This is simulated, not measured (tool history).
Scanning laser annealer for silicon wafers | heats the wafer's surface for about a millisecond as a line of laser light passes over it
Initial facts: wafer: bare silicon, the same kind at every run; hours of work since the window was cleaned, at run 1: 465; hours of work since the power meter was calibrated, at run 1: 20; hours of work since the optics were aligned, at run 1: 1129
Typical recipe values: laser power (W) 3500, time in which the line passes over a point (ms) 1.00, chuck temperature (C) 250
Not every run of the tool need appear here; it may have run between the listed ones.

run,day,laser power (W),time in which the line passes over a point (ms),chuck temperature (C),hours of work since the window was cleaned,hours of work since the power meter was calibrated,hours of work since the optics were aligned,highest temperature of the surface (C)
1,0.000,3500,1.00,250,465,20,1129,1039
2,0.346,3500,1.00,250,470,25,1134,1039
3,0.646,3500,1.00,250,475,30,1139,1041
4,0.988,3500,1.00,289,480,36,1144,1081
5,1.408,3500,1.00,289,487,42,1151,1082
6,1.588,3500,1.00,250,490,45,1154,1038
7,1.917,3500,1.00,250,495,50,1159,1042
8,2.283,3500,1.00,250,501,56,1165,1038
9,2.525,3500,1.00,250,504,60,1168,1040
10,2.850,3500,1.00,250,510,65,1174,1039
11,3.217,3500,1.00,250,515,70,1179,1038
12,3.596,3611,1.00,250,521,76,1185,1059
13,4.000,3611,1.00,250,528,83,1192,1058
14,4.304,3611,1.00,250,532,87,1196,1064
15,4.608,3497,1.00,250,537,92,1201,1038
16,4.971,3497,0.81,250,543,98,1207,945
# day 5.221: optics aligned, line set to its width
17,5.512,3500,1.00,250,548,103,5,1030
18,5.771,3500,1.00,250,552,107,9,1029
19,5.967,3500,1.00,250,555,110,12,1028
20,6.267,3500,1.00,250,560,115,16,1030
21,6.588,3500,1.00,250,565,120,21,1029
22,6.771,3468,0.87,268,568,123,24,983
23,6.950,3661,0.87,272,571,126,27,1022
24,7.350,3693,0.99,238,577,132,33,1050
25,7.533,3328,0.76,238,580,135,36,872
# day 7.808: optics aligned, line set to its width, once more
26,8.092,3802,0.73,242,585,140,4,954
27,8.400,3802,0.73,270,590,145,9,984
28,8.779,3500,1.00,231,596,151,15,1025
29,9.033,3065,1.14,227,600,155,19,987
30,9.208,3500,0.92,221,603,158,22,977
31,9.529,2997,0.92,269,608,163,27,929
32,9.738,2997,0.92,269,611,166,30,925
33,10.004,3373,0.82,240,615,170,34,924
34,10.242,3045,0.97,223,619,174,38,913
35,10.533,3045,0.97,223,623,179,43,910
36,10.908,3036,0.74,250,629,184,49,835
37,11.242,3531,0.74,250,635,190,54,920
38,11.612,2991,0.82,250,640,196,60,860
39,12.021,3501,0.73,222,647,202,66,881
40,12.275,3501,0.73,244,651,206,70,905
41,12.471,3501,0.73,244,654,209,73,901

Here are 3 independent what-if runs from the current tool condition. What would each one return?
A,12.817,3375,0.99,279,659,214,79,?
B,12.817,3121,1.00,250,659,214,79,?
C,12.817,3221,0.83,218,659,214,79,?

run,highest temperature of the surface (C)
A,1041
B,959
C,878
Stripped of hidden state, with their random variation kept, the same runs would have yielded:
run,highest temperature of the surface (C)
A,1068
B,985
C,902

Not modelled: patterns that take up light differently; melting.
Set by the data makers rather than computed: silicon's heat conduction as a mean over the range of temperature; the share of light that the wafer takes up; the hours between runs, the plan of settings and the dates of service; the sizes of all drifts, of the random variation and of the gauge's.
